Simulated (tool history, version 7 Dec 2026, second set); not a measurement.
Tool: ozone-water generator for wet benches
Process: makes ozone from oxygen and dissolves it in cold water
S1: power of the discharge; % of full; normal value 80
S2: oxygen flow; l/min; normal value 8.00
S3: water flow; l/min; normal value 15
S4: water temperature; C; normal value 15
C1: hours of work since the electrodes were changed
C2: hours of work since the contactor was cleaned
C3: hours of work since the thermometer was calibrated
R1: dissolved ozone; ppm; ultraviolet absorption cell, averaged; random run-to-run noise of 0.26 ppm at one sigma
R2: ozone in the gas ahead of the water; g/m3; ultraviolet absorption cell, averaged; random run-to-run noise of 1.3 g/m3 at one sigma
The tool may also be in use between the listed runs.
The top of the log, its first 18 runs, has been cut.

run	hour	S1	S2	S3	S4	C1	C2	C3	R1	R2
19	988.0	47	8.00	17	17	3272	135	3623	27.2	191.2
20	1042.6	45	8.00	17	17	3320	183	3672	26.5	186.6
21	1107.1	44	8.00	20	17	3377	240	3729	23.1	185.7
22	1160.2	44	8.00	20	17	3424	287	3776	23.1	183.1
23	1200.2	44	8.00	20	17	3460	323	3811	23.0	183.0
24	1232.4	65	12.33	20	17	3488	351	3840	26.3	176.3
25	1302.8	99	7.70	17	9	3551	414	3902	46.2	283.9
26	1346.3	51	7.70	16	9	3589	452	3941	33.9	200.7
27	1385.7	80	9.63	14	7	3624	487	3976	47.5	225.3
28	1426.9	80	9.63	14	7	3661	524	4012	48.3	228.5
29	1457.8	80	9.63	22	7	3688	551	4040	33.3	225.1
30	1524.1	80	8.00	19	15	3747	610	4098	33.8	249.0
31	1572.6	80	8.00	19	15	3790	653	4141	33.9	250.2
32	1608.4	93	13.60	21	18	3821	684	4173	29.5	200.8
33	1657.7	93	13.60	21	18	3865	728	4217	29.3	202.2

3 ways to go on from here, each from the tool as it stands after run 33. What would each give?
A	1702.1	91	6.37	20	18	3904	767	4256	?	?
B	1702.1	80	7.73	9	15	3904	767	4256	?	?
C	1702.1	45	13.60	20	18	3904	767	4256	?	?

run	R1	R2
A	33.4	303.7
B	55.7	255.1
C	20.9	137.3
Stripped of hidden state, with their random variation kept, the same runs would have yielded:
run	R1	R2
A	33.4	304.1
B	55.7	255.4
C	21.0	137.4
